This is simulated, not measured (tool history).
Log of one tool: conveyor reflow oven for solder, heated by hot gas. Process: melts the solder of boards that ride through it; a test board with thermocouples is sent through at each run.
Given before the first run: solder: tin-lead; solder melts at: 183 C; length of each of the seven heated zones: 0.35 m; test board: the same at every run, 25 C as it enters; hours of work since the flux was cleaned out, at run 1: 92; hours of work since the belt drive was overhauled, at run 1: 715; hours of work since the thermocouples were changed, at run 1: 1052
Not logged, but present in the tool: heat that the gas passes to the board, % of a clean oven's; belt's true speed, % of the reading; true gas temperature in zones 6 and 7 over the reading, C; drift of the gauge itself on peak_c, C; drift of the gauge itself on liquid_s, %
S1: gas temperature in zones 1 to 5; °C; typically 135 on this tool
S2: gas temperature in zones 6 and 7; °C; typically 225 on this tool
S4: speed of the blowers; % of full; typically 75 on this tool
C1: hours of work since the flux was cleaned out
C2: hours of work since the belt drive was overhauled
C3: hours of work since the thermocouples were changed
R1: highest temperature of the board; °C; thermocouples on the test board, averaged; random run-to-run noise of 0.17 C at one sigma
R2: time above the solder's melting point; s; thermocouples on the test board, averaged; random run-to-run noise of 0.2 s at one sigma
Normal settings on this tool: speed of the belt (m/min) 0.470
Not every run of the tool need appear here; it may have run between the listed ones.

{"run": 1, "hour": 0.0, "S1": 135, "S2": 225, "speed of the belt (m/min)": 0.47, "S4": 75, "C1": 92, "C2": 715, "C3": 1052, "R1": 208.5, "R2": 58.1}
{"run": 2, "hour": 56.7, "S1": 135, "S2": 225, "speed of the belt (m/min)": 0.47, "S4": 75, "C1": 119, "C2": 742, "C3": 1079, "R1": 208.7, "R2": 57.8}
{"run": 3, "hour": 104.7, "S1": 135, "S2": 225, "speed of the belt (m/min)": 0.47, "S4": 75, "C1": 143, "C2": 766, "C3": 1102, "R1": 208.3, "R2": 58.0}
{"run": 4, "hour": 167.2, "S1": 135, "S2": 225, "speed of the belt (m/min)": 0.47, "S4": 75, "C1": 173, "C2": 796, "C3": 1133, "R1": 208.1, "R2": 57.9}
{"run": 5, "hour": 217.2, "S1": 135, "S2": 225, "speed of the belt (m/min)": 0.47, "S4": 75, "C1": 197, "C2": 820, "C3": 1157, "R1": 207.9, "R2": 58.0}
{"hour": 268.2, "done": "flux residue cleaned out of gas plates and filters"}
{"run": 6, "hour": 279.3, "S1": 135, "S2": 225, "speed of the belt (m/min)": 0.47, "S4": 75, "C1": 5, "C2": 848, "C3": 1184, "R1": 207.7, "R2": 56.9}
{"hour": 302.6, "done": "belt drive overhauled, speed set with a stopwatch"}
{"run": 7, "hour": 345.8, "S1": 135, "S2": 225, "speed of the belt (m/min)": 0.396, "S4": 75, "C1": 36, "C2": 21, "C3": 1215, "R1": 211.7, "R2": 73.7}
{"run": 8, "hour": 405.3, "S1": 147, "S2": 225, "speed of the belt (m/min)": 0.396, "S4": 75, "C1": 64, "C2": 50, "C3": 1243, "R1": 213.2, "R2": 81.6}
{"run": 9, "hour": 453.2, "S1": 140, "S2": 217, "speed of the belt (m/min)": 0.425, "S4": 74, "C1": 88, "C2": 73, "C3": 1267, "R1": 203.2, "R2": 59.4}
{"run": 10, "hour": 494.6, "S1": 140, "S2": 217, "speed of the belt (m/min)": 0.417, "S4": 74, "C1": 108, "C2": 93, "C3": 1287, "R1": 203.4, "R2": 60.9}
{"run": 11, "hour": 521.9, "S1": 140, "S2": 233, "speed of the belt (m/min)": 0.417, "S4": 74, "C1": 121, "C2": 106, "C3": 1300, "R1": 217.7, "R2": 77.9}
{"run": 12, "hour": 581.1, "S1": 145, "S2": 235, "speed of the belt (m/min)": 0.417, "S4": 81, "C1": 149, "C2": 135, "C3": 1328, "R1": 220.8, "R2": 83.3}
{"hour": 640.5, "done": "flux residue cleaned out of gas plates and filters, once more"}
{"run": 13, "hour": 640.5, "S1": 135, "S2": 219, "speed of the belt (m/min)": 0.47, "S4": 60, "C1": 0, "C2": 161, "C3": 1355, "R1": 200.8, "R2": 45.6}

Across each entry between runs, compare the hidden state at the last listed run before it with the hidden state at the first listed run after it:
Logged between run 5 and run 6: flux residue cleaned out of gas plates and filters (hour 268.2)
  heat that the gas passes to the board, % of a clean oven's: 95.6 -> 93.5; belt's true speed, % of the reading: 98 -> 97.92; true gas temperature in zones 6 and 7 over the reading, C: -1.51 -> -1.56
  measured minus no-state result, R1: -1.7 -> -2.3 °C; R2: -0.9 -> -1.7 s
Logged between run 6 and run 7: belt drive overhauled, speed set with a stopwatch (hour 302.6)
  heat that the gas passes to the board, % of a clean oven's: 93.5 -> 93; belt's true speed, % of the reading: 97.92 -> 99.94; true gas temperature in zones 6 and 7 over the reading, C: -1.56 -> -1.6
  measured minus no-state result, R1: -2.3 -> -2.7 °C; R2: -1.7 -> -3.8 s
Logged between run 12 and run 13: flux residue cleaned out of gas plates and filters, once more (hour 640.5)
  heat that the gas passes to the board, % of a clean oven's: 91.2 -> 99.7; belt's true speed, % of the reading: 99.65 -> 99.58; true gas temperature in zones 6 and 7 over the reading, C: -1.79 -> -1.82
  measured minus no-state result, R1: -3.3 -> -1.5 °C; R2: -2.7 -> -2.0 s

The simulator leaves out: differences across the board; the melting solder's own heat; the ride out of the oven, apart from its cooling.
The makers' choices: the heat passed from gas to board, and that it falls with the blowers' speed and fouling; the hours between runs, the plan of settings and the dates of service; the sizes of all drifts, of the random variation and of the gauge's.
